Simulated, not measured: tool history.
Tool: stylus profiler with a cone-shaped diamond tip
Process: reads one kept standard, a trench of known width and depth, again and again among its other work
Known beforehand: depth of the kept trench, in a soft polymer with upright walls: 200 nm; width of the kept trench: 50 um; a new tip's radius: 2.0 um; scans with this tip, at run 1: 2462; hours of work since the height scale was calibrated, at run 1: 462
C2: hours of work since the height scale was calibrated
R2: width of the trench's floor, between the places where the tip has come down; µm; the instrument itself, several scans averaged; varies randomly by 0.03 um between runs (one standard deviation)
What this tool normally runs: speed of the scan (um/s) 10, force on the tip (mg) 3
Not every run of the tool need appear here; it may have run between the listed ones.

run 1 day=0 | speed_of_the_scan_(um/s)=10 force_on_the_tip_(mg)=3 | scans_with_this_tip=2462 C2=462 | depth_of_the_trench_(nm)=202.93 R2=48.24
run 2 day=0.829 | speed_of_the_scan_(um/s)=10 force_on_the_tip_(mg)=3 | scans_with_this_tip=2543 C2=477 | depth_of_the_trench_(nm)=202.94 R2=48.24
run 3 day=1.588 | speed_of_the_scan_(um/s)=10 force_on_the_tip_(mg)=3 | scans_with_this_tip=2617 C2=491 | depth_of_the_trench_(nm)=202.9 R2=48.2
run 4 day=2.004 | speed_of_the_scan_(um/s)=2 force_on_the_tip_(mg)=3 | scans_with_this_tip=2657 C2=498 | depth_of_the_trench_(nm)=202.79 R2=48.23
run 5 day=2.633 | speed_of_the_scan_(um/s)=2 force_on_the_tip_(mg)=3 | scans_with_this_tip=2719 C2=510 | depth_of_the_trench_(nm)=203.08 R2=48.2
run 6 day=3.15 | speed_of_the_scan_(um/s)=2 force_on_the_tip_(mg)=3 | scans_with_this_tip=2769 C2=519 | depth_of_the_trench_(nm)=202.9 R2=48.27
run 7 day=3.921 | speed_of_the_scan_(um/s)=2 force_on_the_tip_(mg)=3 | scans_with_this_tip=2844 C2=533 | depth_of_the_trench_(nm)=203.05 R2=48.21
run 8 day=4.404 | speed_of_the_scan_(um/s)=10 force_on_the_tip_(mg)=3 | scans_with_this_tip=2891 C2=542 | depth_of_the_trench_(nm)=202.99 R2=48.17
run 9 day=5.088 | speed_of_the_scan_(um/s)=10 force_on_the_tip_(mg)=8.23 | scans_with_this_tip=2958 C2=555 | depth_of_the_trench_(nm)=205.72 R2=48.25
run 10 day=5.862 | speed_of_the_scan_(um/s)=4 force_on_the_tip_(mg)=8.23 | scans_with_this_tip=3033 C2=569 | depth_of_the_trench_(nm)=205.81 R2=48.26
run 11 day=6.454 | speed_of_the_scan_(um/s)=4 force_on_the_tip_(mg)=8.23 | scans_with_this_tip=3091 C2=580 | depth_of_the_trench_(nm)=205.68 R2=48.22
run 12 day=7.212 | speed_of_the_scan_(um/s)=21 force_on_the_tip_(mg)=3 | scans_with_this_tip=3165 C2=594 | depth_of_the_trench_(nm)=202.97 R2=48.18
run 13 day=7.788 | speed_of_the_scan_(um/s)=5 force_on_the_tip_(mg)=3 | scans_with_this_tip=3221 C2=604 | depth_of_the_trench_(nm)=203.08 R2=48.24
run 14 day=8.667 | speed_of_the_scan_(um/s)=5 force_on_the_tip_(mg)=3 | scans_with_this_tip=3306 C2=620 | depth_of_the_trench_(nm)=202.84 R2=48.23
run 15 day=9.158 | speed_of_the_scan_(um/s)=5 force_on_the_tip_(mg)=3 | scans_with_this_tip=3354 C2=629 | depth_of_the_trench_(nm)=202.89 R2=48.23
run 16 day=9.808 | speed_of_the_scan_(um/s)=3 force_on_the_tip_(mg)=3 | scans_with_this_tip=3418 C2=641 | depth_of_the_trench_(nm)=203.03 R2=48.2
run 17 day=10.617 | speed_of_the_scan_(um/s)=30 force_on_the_tip_(mg)=3 | scans_with_this_tip=3497 C2=656 | depth_of_the_trench_(nm)=202.83 R2=48.08
run 18 day=11.525 | speed_of_the_scan_(um/s)=30 force_on_the_tip_(mg)=3 | scans_with_this_tip=3585 C2=672 | depth_of_the_trench_(nm)=203.12 R2=48.14
run 19 day=12.317 | speed_of_the_scan_(um/s)=10 force_on_the_tip_(mg)=3 | scans_with_this_tip=3662 C2=687 | depth_of_the_trench_(nm)=202.78 R2=48.17
run 20 day=12.862 | speed_of_the_scan_(um/s)=9 force_on_the_tip_(mg)=3 | scans_with_this_tip=3715 C2=697 | depth_of_the_trench_(nm)=202.87 R2=48.19
run 21 day=13.479 | speed_of_the_scan_(um/s)=9 force_on_the_tip_(mg)=3 | scans_with_this_tip=3775 C2=708 | depth_of_the_trench_(nm)=202.92 R2=48.19
run 22 day=14.208 | speed_of_the_scan_(um/s)=9 force_on_the_tip_(mg)=3 | scans_with_this_tip=3846 C2=721 | depth_of_the_trench_(nm)=202.98 R2=48.23
run 23 day=14.9 | speed_of_the_scan_(um/s)=3 force_on_the_tip_(mg)=3 | scans_with_this_tip=3914 C2=734 | depth_of_the_trench_(nm)=202.91 R2=48.24
run 24 day=15.458 | speed_of_the_scan_(um/s)=3 force_on_the_tip_(mg)=3 | scans_with_this_tip=3968 C2=744 | depth_of_the_trench_(nm)=202.86 R2=48.22
run 25 day=15.958 | speed_of_the_scan_(um/s)=24 force_on_the_tip_(mg)=3.36 | scans_with_this_tip=4017 C2=753 | depth_of_the_trench_(nm)=203.11 R2=48.13
run 26 day=16.742 | speed_of_the_scan_(um/s)=24 force_on_the_tip_(mg)=3.36 | scans_with_this_tip=4093 C2=768 | depth_of_the_trench_(nm)=203.07 R2=48.14
run 27 day=17.25 | speed_of_the_scan_(um/s)=13 force_on_the_tip_(mg)=8.2 | scans_with_this_tip=4143 C2=777 | depth_of_the_trench_(nm)=205.84 R2=48.24
run 28 day=17.638 | speed_of_the_scan_(um/s)=13 force_on_the_tip_(mg)=8.2 | scans_with_this_tip=4181 C2=784 | depth_of_the_trench_(nm)=205.87 R2=48.2
run 29 day=18.504 | speed_of_the_scan_(um/s)=4 force_on_the_tip_(mg)=2.58 | scans_with_this_tip=4265 C2=800 | depth_of_the_trench_(nm)=202.56 R2=48.22
run 30 day=19.054 | speed_of_the_scan_(um/s)=7 force_on_the_tip_(mg)=5.88 | scans_with_this_tip=4319 C2=810 | depth_of_the_trench_(nm)=204.45 R2=48.25
run 31 day=19.704 | speed_of_the_scan_(um/s)=7 force_on_the_tip_(mg)=5.88 | scans_with_this_tip=4382 C2=822 | depth_of_the_trench_(nm)=204.58 R2=48.21
run 32 day=20.421 | speed_of_the_scan_(um/s)=2 force_on_the_tip_(mg)=3.34 | scans_with_this_tip=4452 C2=835 | depth_of_the_trench_(nm)=203.15 R2=48.22
run 33 day=21.067 | speed_of_the_scan_(um/s)=3 force_on_the_tip_(mg)=5.33 | scans_with_this_tip=4515 C2=847 | depth_of_the_trench_(nm)=204.3 R2=48.26
run 34 day=21.667 | speed_of_the_scan_(um/s)=20 force_on_the_tip_(mg)=3.21 | scans_with_this_tip=4573 C2=858 | depth_of_the_trench_(nm)=203.01 R2=48.14
run 35 day=22.525 | speed_of_the_scan_(um/s)=25 force_on_the_tip_(mg)=3.08 | scans_with_this_tip=4657 C2=873 | depth_of_the_trench_(nm)=202.97 R2=48.12
run 36 day=22.988 | speed_of_the_scan_(um/s)=7 force_on_the_tip_(mg)=3.08 | scans_with_this_tip=4702 C2=882 | depth_of_the_trench_(nm)=202.93 R2=48.2
run 37 day=23.75 | speed_of_the_scan_(um/s)=7 force_on_the_tip_(mg)=3.08 | scans_with_this_tip=4776 C2=896 | depth_of_the_trench_(nm)=202.79 R2=48.29
run 38 day=24.421 | speed_of_the_scan_(um/s)=7 force_on_the_tip_(mg)=3.08 | scans_with_this_tip=4842 C2=908 | depth_of_the_trench_(nm)=203.01 R2=48.18
run 39 day=25.325 | speed_of_the_scan_(um/s)=16 force_on_the_tip_(mg)=5.41 | scans_with_this_tip=4930 C2=925 | depth_of_the_trench_(nm)=204.42 R2=48.21
run 40 day=25.779 | speed_of_the_scan_(um/s)=17 force_on_the_tip_(mg)=8.28 | scans_with_this_tip=4974 C2=933 | depth_of_the_trench_(nm)=205.83 R2=48.16
run 41 day=26.271 | speed_of_the_scan_(um/s)=17 force_on_the_tip_(mg)=8.28 | scans_with_this_tip=5022 C2=942 | depth_of_the_trench_(nm)=205.7 R2=48.24
run 42 day=26.967 | speed_of_the_scan_(um/s)=3 force_on_the_tip_(mg)=2.43 | scans_with_this_tip=5090 C2=955 | depth_of_the_trench_(nm)=202.53 R2=48.23
run 43 day=27.479 | speed_of_the_scan_(um/s)=25 force_on_the_tip_(mg)=3.74 | scans_with_this_tip=5140 C2=964 | depth_of_the_trench_(nm)=203.32 R2=48.11
run 44 day=28.388 | speed_of_the_scan_(um/s)=25 force_on_the_tip_(mg)=3.74 | scans_with_this_tip=5228 C2=981 | depth_of_the_trench_(nm)=203.35 R2=48.17
run 45 day=29.112 | speed_of_the_scan_(um/s)=21 force_on_the_tip_(mg)=6.91 | scans_with_this_tip=5299 C2=994 | depth_of_the_trench_(nm)=205.02 R2=48.16
run 46 day=29.588 | speed_of_the_scan_(um/s)=4 force_on_the_tip_(mg)=6.91 | scans_with_this_tip=5345 C2=1002 | depth_of_the_trench_(nm)=205.06 R2=48.24

Predict each of these 4 candidate next runs independently; none follows another, all start after run 46:
run A day=30.233 | speed_of_the_scan_(um/s)=4 force_on_the_tip_(mg)=3.69 | scans_with_this_tip=5408 C2=1014 | depth_of_the_trench_(nm)=? R2=?
run B day=30.233 | speed_of_the_scan_(um/s)=6 force_on_the_tip_(mg)=3 | scans_with_this_tip=5408 C2=1014 | depth_of_the_trench_(nm)=? R2=?
run C day=30.233 | speed_of_the_scan_(um/s)=38 force_on_the_tip_(mg)=2.28 | scans_with_this_tip=5408 C2=1014 | depth_of_the_trench_(nm)=? R2=?
run D day=30.233 | speed_of_the_scan_(um/s)=11 force_on_the_tip_(mg)=7.69 | scans_with_this_tip=5408 C2=1014 | depth_of_the_trench_(nm)=? R2=?

run=A depth_of_the_trench_(nm)=203.41 R2=48.22
run=B depth_of_the_trench_(nm)=202.84 R2=48.21
run=C depth_of_the_trench_(nm)=202.47 R2=48.05
run=D depth_of_the_trench_(nm)=205.5 R2=48.22
Had the tool no hidden state, the same runs would have come out as:
run=A depth_of_the_trench_(nm)=203.43 R2=48.23
run=B depth_of_the_trench_(nm)=202.85 R2=48.22
run=C depth_of_the_trench_(nm)=202.48 R2=48.05
run=D depth_of_the_trench_(nm)=205.51 R2=48.22
